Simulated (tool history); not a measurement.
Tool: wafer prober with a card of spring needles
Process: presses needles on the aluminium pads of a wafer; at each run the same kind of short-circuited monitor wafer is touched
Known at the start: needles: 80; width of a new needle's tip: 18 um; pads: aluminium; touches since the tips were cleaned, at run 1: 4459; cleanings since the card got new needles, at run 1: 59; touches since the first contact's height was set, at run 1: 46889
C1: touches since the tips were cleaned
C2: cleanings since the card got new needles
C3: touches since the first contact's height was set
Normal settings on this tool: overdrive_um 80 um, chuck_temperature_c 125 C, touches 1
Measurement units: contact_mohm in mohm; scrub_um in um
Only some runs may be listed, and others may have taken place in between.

run 1 day=0 | overdrive_um=80 chuck_temperature_c=125 touches=1 | C1=4459 C2=59 C3=46889 | contact_mohm=420 scrub_um=12.96
-- day=0.321 tips cleaned on abrasive film
run 2 day=0.879 | overdrive_um=80 chuck_temperature_c=125 touches=1 | C1=8535 C2=60 C3=60285 | contact_mohm=457 scrub_um=12.94
-- day=0.962 tips cleaned on abrasive film
-- day=1.575 tips cleaned on abrasive film
run 3 day=1.575 | overdrive_um=80 chuck_temperature_c=125 touches=1 | C1=27 C2=62 C3=70768 | contact_mohm=307 scrub_um=12.91
-- day=2.171 tips cleaned on abrasive film
run 4 day=2.246 | overdrive_um=80 chuck_temperature_c=125 touches=1 | C1=1146 C2=63 C3=80936 | contact_mohm=347 scrub_um=12.92
-- day=2.775 tips cleaned on abrasive film
run 5 day=2.917 | overdrive_um=80 chuck_temperature_c=125 touches=1 | C1=2131 C2=64 C3=91118 | contact_mohm=379 scrub_um=12.89
-- day=3.371 tips cleaned on abrasive film
run 6 day=3.433 | overdrive_um=62 chuck_temperature_c=125 touches=1 | C1=920 C2=65 C3=98927 | contact_mohm=403 scrub_um=10
-- day=4.029 tips cleaned on abrasive film
run 7 day=4.525 | overdrive_um=62 chuck_temperature_c=125 touches=1 | C1=7526 C2=66 C3=115548 | contact_mohm=546 scrub_um=9.95
-- day=4.633 tips cleaned on abrasive film
run 8 day=5.179 | overdrive_um=62 chuck_temperature_c=125 touches=1 | C1=8322 C2=67 C3=125472 | contact_mohm=560 scrub_um=9.95
-- day=5.242 tips cleaned on abrasive film
-- day=5.842 tips cleaned on abrasive film
run 9 day=6.088 | overdrive_um=62 chuck_temperature_c=125 touches=1 | C1=3757 C2=69 C3=139217 | contact_mohm=488 scrub_um=9.92
-- day=6.442 tips cleaned on abrasive film
run 10 day=6.6 | overdrive_um=62 chuck_temperature_c=125 touches=1 | C1=2371 C2=70 C3=146993 | contact_mohm=430 scrub_um=9.92
-- day=7.071 tips cleaned on abrasive film
run 11 day=7.396 | overdrive_um=62 chuck_temperature_c=125 touches=1 | C1=4951 C2=71 C3=159117 | contact_mohm=505 scrub_um=9.91
-- day=7.692 tips cleaned on abrasive film
-- day=8.288 tips cleaned on abrasive film
run 12 day=8.492 | overdrive_um=80 chuck_temperature_c=125 touches=1 | C1=3099 C2=73 C3=175693 | contact_mohm=392 scrub_um=12.77
-- day=8.946 tips cleaned on abrasive film
-- day=9.267 height of the first contact set anew
run 13 day=9.267 | overdrive_um=80 chuck_temperature_c=45 touches=2 | C1=4729 C2=74 C3=0 | contact_mohm=373 scrub_um=12.79
-- day=9.588 tips cleaned on abrasive film
run 14 day=9.921 | overdrive_um=80 chuck_temperature_c=45 touches=2 | C1=5108 C2=75 C3=9930 | contact_mohm=367 scrub_um=12.74
-- day=10.233 tips cleaned on abrasive film
run 15 day=10.792 | overdrive_um=80 chuck_temperature_c=45 touches=2 | C1=8534 C2=76 C3=23122 | contact_mohm=389 scrub_um=12.76
-- day=10.854 tips cleaned on abrasive film
-- day=11.496 tips cleaned on abrasive film
run 16 day=11.838 | overdrive_um=80 chuck_temperature_c=45 touches=2 | C1=5257 C2=78 C3=39012 | contact_mohm=367 scrub_um=12.73
-- day=12.179 tips cleaned on abrasive film
-- day=12.779 tips cleaned on abrasive film
run 17 day=12.888 | overdrive_um=71 chuck_temperature_c=47 touches=1 | C1=1632 C2=80 C3=54872 | contact_mohm=380 scrub_um=11.3
-- day=13.396 tips cleaned on abrasive film
run 18 day=13.888 | overdrive_um=71 chuck_temperature_c=47 touches=2 | C1=7492 C2=81 C3=70103 | contact_mohm=415 scrub_um=11.29
-- day=14.033 tips cleaned on abrasive film
-- day=14.367 height of the first contact set anew, once more
-- day=14.679 tips cleaned on abrasive film
run 19 day=14.775 | overdrive_um=71 chuck_temperature_c=47 touches=2 | C1=1454 C2=83 C3=6162 | contact_mohm=342 scrub_um=11.53
-- day=15.304 tips cleaned on abrasive film
run 20 day=15.304 | overdrive_um=82 chuck_temperature_c=94 touches=2 | C1=0 C2=84 C3=14189 | contact_mohm=305 scrub_um=13.29
-- day=15.921 tips cleaned on abrasive film
run 21 day=16.008 | overdrive_um=82 chuck_temperature_c=51 touches=2 | C1=1369 C2=85 C3=24911 | contact_mohm=325 scrub_um=13.27
run 22 day=16.479 | overdrive_um=97 chuck_temperature_c=106 touches=2 | C1=8545 C2=85 C3=32087 | contact_mohm=357 scrub_um=15.72
-- day=16.55 tips cleaned on abrasive film
run 23 day=17.05 | overdrive_um=97 chuck_temperature_c=106 touches=2 | C1=7624 C2=86 C3=40714 | contact_mohm=359 scrub_um=15.74
-- day=17.217 tips cleaned on abrasive film
run 24 day=17.717 | overdrive_um=66 chuck_temperature_c=125 touches=2 | C1=7665 C2=87 C3=50894 | contact_mohm=441 scrub_um=10.65

Alternative continuations, all from the tool just after run 24; predict every row:
-- day=17.867 tips cleaned on abrasive film
-- day=18.496 tips cleaned on abrasive film
run A day=18.746 | overdrive_um=66 chuck_temperature_c=37 touches=2 | C1=3878 C2=89 C3=66487 | contact_mohm=? scrub_um=?
-- day=17.867 tips cleaned on abrasive film
-- day=18.496 tips cleaned on abrasive film
run B day=18.746 | overdrive_um=96 chuck_temperature_c=125 touches=1 | C1=3878 C2=89 C3=66487 | contact_mohm=? scrub_um=?
-- day=17.867 tips cleaned on abrasive film
-- day=18.496 tips cleaned on abrasive film
run C day=18.746 | overdrive_um=60 chuck_temperature_c=125 touches=1 | C1=3878 C2=89 C3=66487 | contact_mohm=? scrub_um=?

run=A contact_mohm=389 scrub_um=10.65
run=B contact_mohm=375 scrub_um=15.56
run=C contact_mohm=497 scrub_um=9.64
The same runs, with their run-to-run variation unchanged, on a tool lacking any hidden condition would have given:
run=A contact_mohm=282 scrub_um=10.71
run=B contact_mohm=298 scrub_um=15.61
run=C contact_mohm=313 scrub_um=9.69
